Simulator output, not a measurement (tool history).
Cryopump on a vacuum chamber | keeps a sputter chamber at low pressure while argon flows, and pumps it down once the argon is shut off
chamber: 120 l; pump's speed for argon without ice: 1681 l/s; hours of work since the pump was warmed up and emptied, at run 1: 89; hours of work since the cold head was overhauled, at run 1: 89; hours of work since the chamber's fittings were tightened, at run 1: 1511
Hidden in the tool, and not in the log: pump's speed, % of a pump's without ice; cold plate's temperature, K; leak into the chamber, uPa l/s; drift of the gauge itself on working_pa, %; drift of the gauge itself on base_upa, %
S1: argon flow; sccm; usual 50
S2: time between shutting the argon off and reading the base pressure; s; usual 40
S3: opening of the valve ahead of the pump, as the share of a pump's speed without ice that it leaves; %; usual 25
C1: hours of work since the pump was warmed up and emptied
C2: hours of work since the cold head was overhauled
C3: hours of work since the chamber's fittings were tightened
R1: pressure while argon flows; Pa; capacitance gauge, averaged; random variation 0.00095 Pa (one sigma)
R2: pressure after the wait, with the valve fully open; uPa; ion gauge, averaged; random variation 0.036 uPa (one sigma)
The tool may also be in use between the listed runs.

{"run": 1, "hour": 0.0, "S1": 50, "S2": 40, "S3": 25, "C1": 89, "C2": 89, "C3": 1511, "R1": 0.2028, "R2": 4.07}
{"run": 2, "hour": 11.1, "S1": 50, "S2": 40, "S3": 25, "C1": 94, "C2": 94, "C3": 1515, "R1": 0.2046, "R2": 4.07}
{"run": 3, "hour": 28.4, "S1": 50, "S2": 40, "S3": 25, "C1": 101, "C2": 101, "C3": 1522, "R1": 0.2041, "R2": 4.08}
{"run": 4, "hour": 53.1, "S1": 50, "S2": 40, "S3": 25, "C1": 111, "C2": 111, "C3": 1532, "R1": 0.205, "R2": 4.12}
{"run": 5, "hour": 66.9, "S1": 50, "S2": 40, "S3": 25, "C1": 116, "C2": 116, "C3": 1538, "R1": 0.2055, "R2": 4.18}
{"run": 6, "hour": 89.5, "S1": 50, "S2": 40, "S3": 25, "C1": 125, "C2": 125, "C3": 1547, "R1": 0.2061, "R2": 4.17}
{"run": 7, "hour": 100.8, "S1": 50, "S2": 40, "S3": 25, "C1": 130, "C2": 130, "C3": 1552, "R1": 0.2049, "R2": 4.22}
{"run": 8, "hour": 121.5, "S1": 50, "S2": 40, "S3": 25, "C1": 138, "C2": 138, "C3": 1560, "R1": 0.2046, "R2": 4.2}
{"run": 9, "hour": 133.7, "S1": 50, "S2": 40, "S3": 25, "C1": 143, "C2": 143, "C3": 1565, "R1": 0.2059, "R2": 4.24}
{"run": 10, "hour": 150.6, "S1": 21, "S2": 40, "S3": 25, "C1": 150, "C2": 150, "C3": 1572, "R1": 0.0865, "R2": 4.17}
{"run": 11, "hour": 161.3, "S1": 21, "S2": 40, "S3": 25, "C1": 154, "C2": 154, "C3": 1576, "R1": 0.0872, "R2": 4.19}
{"run": 12, "hour": 181.3, "S1": 21, "S2": 40, "S3": 25, "C1": 162, "C2": 162, "C3": 1584, "R1": 0.0866, "R2": 4.29}
{"run": 13, "hour": 191.6, "S1": 50, "S2": 206, "S3": 25, "C1": 166, "C2": 166, "C3": 1588, "R1": 0.2079, "R2": 2.83}
{"run": 14, "hour": 209.0, "S1": 50, "S2": 206, "S3": 25, "C1": 173, "C2": 173, "C3": 1595, "R1": 0.2081, "R2": 2.89}
{"run": 15, "hour": 227.6, "S1": 50, "S2": 206, "S3": 25, "C1": 181, "C2": 181, "C3": 1603, "R1": 0.2077, "R2": 2.85}
{"run": 16, "hour": 249.4, "S1": 50, "S2": 206, "S3": 25, "C1": 190, "C2": 190, "C3": 1612, "R1": 0.2074, "R2": 2.88}
{"run": 17, "hour": 264.1, "S1": 50, "S2": 206, "S3": 25, "C1": 196, "C2": 196, "C3": 1618, "R1": 0.2096, "R2": 2.95}
{"run": 18, "hour": 274.8, "S1": 50, "S2": 206, "S3": 25, "C1": 200, "C2": 200, "C3": 1622, "R1": 0.208, "R2": 3.01}
{"run": 19, "hour": 289.2, "S1": 50, "S2": 206, "S3": 25, "C1": 206, "C2": 206, "C3": 1628, "R1": 0.2098, "R2": 2.83}
{"run": 20, "hour": 303.8, "S1": 50, "S2": 24, "S3": 25, "C1": 212, "C2": 212, "C3": 1634, "R1": 0.2079, "R2": 5.66}
{"run": 21, "hour": 319.2, "S1": 50, "S2": 58, "S3": 19, "C1": 218, "C2": 218, "C3": 1640, "R1": 0.2742, "R2": 3.91}
{"run": 22, "hour": 331.1, "S1": 50, "S2": 58, "S3": 19, "C1": 223, "C2": 223, "C3": 1645, "R1": 0.2723, "R2": 3.85}
{"run": 23, "hour": 345.1, "S1": 50, "S2": 58, "S3": 19, "C1": 228, "C2": 228, "C3": 1650, "R1": 0.2729, "R2": 3.99}
{"run": 24, "hour": 359.4, "S1": 84, "S2": 97, "S3": 16, "C1": 234, "C2": 234, "C3": 1656, "R1": 0.5462, "R2": 3.49}
{"run": 25, "hour": 372.5, "S1": 86, "S2": 40, "S3": 19, "C1": 239, "C2": 239, "C3": 1661, "R1": 0.4681, "R2": 4.47}
{"run": 26, "hour": 396.1, "S1": 73, "S2": 45, "S3": 21, "C1": 249, "C2": 249, "C3": 1671, "R1": 0.364, "R2": 4.32}
{"run": 27, "hour": 420.1, "S1": 63, "S2": 56, "S3": 31, "C1": 259, "C2": 259, "C3": 1680, "R1": 0.2166, "R2": 4.1}
{"run": 28, "hour": 435.4, "S1": 84, "S2": 190, "S3": 32, "C1": 265, "C2": 265, "C3": 1687, "R1": 0.2796, "R2": 3.16}
{"run": 29, "hour": 456.1, "S1": 94, "S2": 40, "S3": 25, "C1": 273, "C2": 273, "C3": 1695, "R1": 0.3968, "R2": 4.72}
{"run": 30, "hour": 478.2, "S1": 44, "S2": 168, "S3": 15, "C1": 282, "C2": 282, "C3": 1704, "R1": 0.3067, "R2": 3.32}
{"run": 31, "hour": 501.4, "S1": 31, "S2": 226, "S3": 25, "C1": 291, "C2": 291, "C3": 1713, "R1": 0.1314, "R2": 3.24}
{"run": 32, "hour": 525.0, "S1": 31, "S2": 226, "S3": 25, "C1": 301, "C2": 301, "C3": 1723, "R1": 0.1325, "R2": 3.33}
{"run": 33, "hour": 544.1, "S1": 50, "S2": 36, "S3": 25, "C1": 309, "C2": 309, "C3": 1730, "R1": 0.2149, "R2": 5.02}
{"run": 34, "hour": 555.3, "S1": 20, "S2": 21, "S3": 25, "C1": 313, "C2": 313, "C3": 1735, "R1": 0.0849, "R2": 6.65}
{"run": 35, "hour": 577.0, "S1": 20, "S2": 21, "S3": 25, "C1": 322, "C2": 322, "C3": 1744, "R1": 0.0859, "R2": 6.68}

3 ways to go on from here, each from the tool as it stands after run 35. What would each give?
{"hour": 584.5, "done": "leaking fittings of the chamber tightened, without venting"}
{"run": "A", "hour": 596.4, "S1": 50, "S2": 40, "S3": 25, "C1": 329, "C2": 329, "C3": 5, "R1": "?", "R2": "?"}
{"hour": 584.5, "done": "leaking fittings of the chamber tightened, without venting"}
{"run": "B", "hour": 596.4, "S1": 61, "S2": 78, "S3": 55, "C1": 329, "C2": 329, "C3": 5, "R1": "?", "R2": "?"}
{"hour": 584.5, "done": "leaking fittings of the chamber tightened, without venting"}
{"run": "C", "hour": 596.4, "S1": 54, "S2": 81, "S3": 43, "C1": 329, "C2": 329, "C3": 5, "R1": "?", "R2": "?"}

run=A R1=0.2147 R2=2.08
run=B R1=0.1284 R2=1.20
run=C R1=0.1399 R2=1.11
Without the tool's hidden state the same runs would have given:
run=A R1=0.2017 R2=2.00
run=B R1=0.1124 R2=1.12
run=C R1=0.1258 R2=1.03

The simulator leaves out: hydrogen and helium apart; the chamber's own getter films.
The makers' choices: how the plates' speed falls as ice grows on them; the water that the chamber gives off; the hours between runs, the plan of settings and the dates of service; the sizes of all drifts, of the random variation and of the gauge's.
